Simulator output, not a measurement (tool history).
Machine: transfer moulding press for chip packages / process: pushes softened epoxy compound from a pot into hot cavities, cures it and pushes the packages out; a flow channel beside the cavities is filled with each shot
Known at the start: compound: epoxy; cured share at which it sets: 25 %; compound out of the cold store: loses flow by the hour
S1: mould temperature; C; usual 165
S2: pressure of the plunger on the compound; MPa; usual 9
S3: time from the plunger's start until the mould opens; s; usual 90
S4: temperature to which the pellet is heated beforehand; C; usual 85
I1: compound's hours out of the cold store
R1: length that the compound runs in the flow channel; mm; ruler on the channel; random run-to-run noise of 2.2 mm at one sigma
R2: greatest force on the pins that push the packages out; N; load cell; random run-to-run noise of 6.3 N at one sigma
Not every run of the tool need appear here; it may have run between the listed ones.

run     day   S1     S2   S3  S4    I1   R1   R2
  1       0  165      9   90  85  32.9  828  298
      1.058  -- cavities cleaned with cleaning compound and waxed
       2.75  -- cavities cleaned with cleaning compound and waxed
  2   3.317  165      9   90  85  14.2  879  305
      4.275  -- cavities cleaned with cleaning compound and waxed
      5.929  -- plunger's sealing rings changed
      5.992  -- cavities cleaned with cleaning compound and waxed
  3   6.929  165      9   90  85  14.4  912  326
      7.592  -- cavities cleaned with cleaning compound and waxed
      8.408  -- cavities cleaned with cleaning compound and waxed, once more
  4   9.479  165      9   90  85  39.9  809  319
       9.95  -- cavities cleaned with cleaning compound and waxed
     11.658  -- cavities cleaned with cleaning compound and waxed
  5  11.962  165      9   90  85  47.9  773  264
     13.208  -- cavities cleaned with cleaning compound and waxed
  6  13.812  165      9   90  77  30.6  827  284
     14.871  -- cavities cleaned with cleaning compound and waxed
  7    15.8  165   6.92   90  77  11.6  776  317
     16.383  -- cavities cleaned with cleaning compound and waxed
     17.588  -- plunger's sealing rings changed
     18.042  -- cavities cleaned with cleaning compound and waxed
  8    18.3  160      9   90  85  27.3  881  386
     19.721  -- cavities cleaned with cleaning compound and waxed
  9  20.138  165      9   90  85  10.2  925  310
     20.504  -- mould's thermocouples calibrated
       21.4  -- cavities cleaned with cleaning compound and waxed
     23.017  -- cavities cleaned with cleaning compound and waxed
 10  23.446  165      9   90  85  46.7  778  281
     24.612  -- cavities cleaned with cleaning compound and waxed
     26.171  -- cavities cleaned with cleaning compound and waxed
 11  27.083  165      9   90  85  44.8  772  320
       27.7  -- cavities cleaned with cleaning compound and waxed
     29.242  -- plunger's sealing rings changed
     29.304  -- cavities cleaned with cleaning compound and waxed
 12  29.304  165      9   90  90  22.2  885  261
     30.746  -- cavities cleaned with cleaning compound and waxed
 13  31.283  165   8.27   75  83  31.4  816  414
     32.338  -- cavities cleaned with cleaning compound and waxed
     33.942  -- cavities cleaned with cleaning compound and waxed
 14  35.125  165   7.01  121  85  43.1  700  258
     35.425  -- cavities cleaned with cleaning compound and waxed
     36.983  -- cavities cleaned with cleaning compound and waxed
      38.55  -- cavities cleaned with cleaning compound and waxed
 15  38.908  165   7.01  121  85  40.4  694  221
     40.175  -- cavities cleaned with cleaning compound and waxed
     40.979  -- plunger's sealing rings changed
     41.946  -- cavities cleaned with cleaning compound and waxed
 16  41.946  165   7.01  121  85  36.6  736  194
     43.571  -- cavities cleaned with cleaning compound and waxed
     44.396  -- mould's thermocouples calibrated
     45.221  -- cavities cleaned with cleaning compound and waxed
 17  45.658  165  10.12  107  85  28.1  898  233
     46.942  -- cavities cleaned with cleaning compound and waxed
 18  47.625  165  10.12  107  85  34.6  867  246
     48.462  -- cavities cleaned with cleaning compound and waxed
     50.038  -- cavities cleaned with cleaning compound and waxed
 19  50.942  165   8.06  107  76  17.6  819  273
     51.667  -- cavities cleaned with cleaning compound and waxed
     52.688  -- plunger's sealing rings changed
     53.342  -- cavities cleaned with cleaning compound and waxed
 20  53.658  165      9  115  76  12.9  922  224
     54.979  -- cavities cleaned with cleaning compound and waxed
     56.446  -- cavities cleaned with cleaning compound and waxed
 21  57.271  167   7.72   99  76    14  830  263
     58.012  -- cavities cleaned with cleaning compound and waxed
     59.608  -- cavities cleaned with cleaning compound and waxed
 22  59.608  167   7.72   99  76    39  736  211
     61.229  -- cavities cleaned with cleaning compound and waxed
 23  61.421  173      9   90  85  24.6  819  199

Predict each of these 3 candidate next runs independently; none follows another, all start after run 23:
       62.7  -- cavities cleaned with cleaning compound and waxed
  A  63.483  159  6.89   90  85  46.5   ?   ?
       62.7  -- cavities cleaned with cleaning compound and waxed
  B  63.483  157  8.32   90  85  19.3   ?   ?
       62.7  -- cavities cleaned with cleaning compound and waxed
  C  63.483  165   8.2  106  78  19.4   ?   ?

run   R1   R2
  A  688  473
  B  856  579
  C  817  263
Had the tool no hidden state, the same runs would have come out as:
run   R1   R2
  A  721  363
  B  896  442
  C  857  206
